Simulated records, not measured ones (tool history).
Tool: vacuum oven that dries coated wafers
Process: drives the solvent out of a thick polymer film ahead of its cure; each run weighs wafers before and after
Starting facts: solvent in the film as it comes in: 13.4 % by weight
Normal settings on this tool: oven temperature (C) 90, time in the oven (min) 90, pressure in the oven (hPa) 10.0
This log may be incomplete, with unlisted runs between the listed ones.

run	hour	oven temperature (C)	time in the oven (min)	pressure in the oven (hPa)	solvent left in the film (%)
1	0.0	90	90	10.0	2.80
2	57.4	90	90	10.0	2.78
3	97.4	90	129	10.0	2.05
4	179.9	90	129	10.0	2.16
5	221.2	90	90	10.0	2.92
6	276.3	90	90	10.8	2.94
7	318.9	90	90	10.0	3.06
8	367.0	90	90	10.0	2.88
# hour 405.1: vacuum gauge cleaned of residue and calibrated
9	420.8	90	90	10.0	2.48
10	492.3	90	90	10.0	2.42
11	571.5	90	90	10.0	2.41
12	624.6	97	138	8.9	0.93
13	670.8	100	101	10.0	1.15

Run 14 has not been measured yet. What should we expect?
14	752.8	100	101	10.0	?

{"run 14": {"solvent left in the film (%)": 1.25}}
Take away the tool's hidden state, keep the run-to-run variation as it was, and the same run would have given solvent left in the film (%) 1.04.

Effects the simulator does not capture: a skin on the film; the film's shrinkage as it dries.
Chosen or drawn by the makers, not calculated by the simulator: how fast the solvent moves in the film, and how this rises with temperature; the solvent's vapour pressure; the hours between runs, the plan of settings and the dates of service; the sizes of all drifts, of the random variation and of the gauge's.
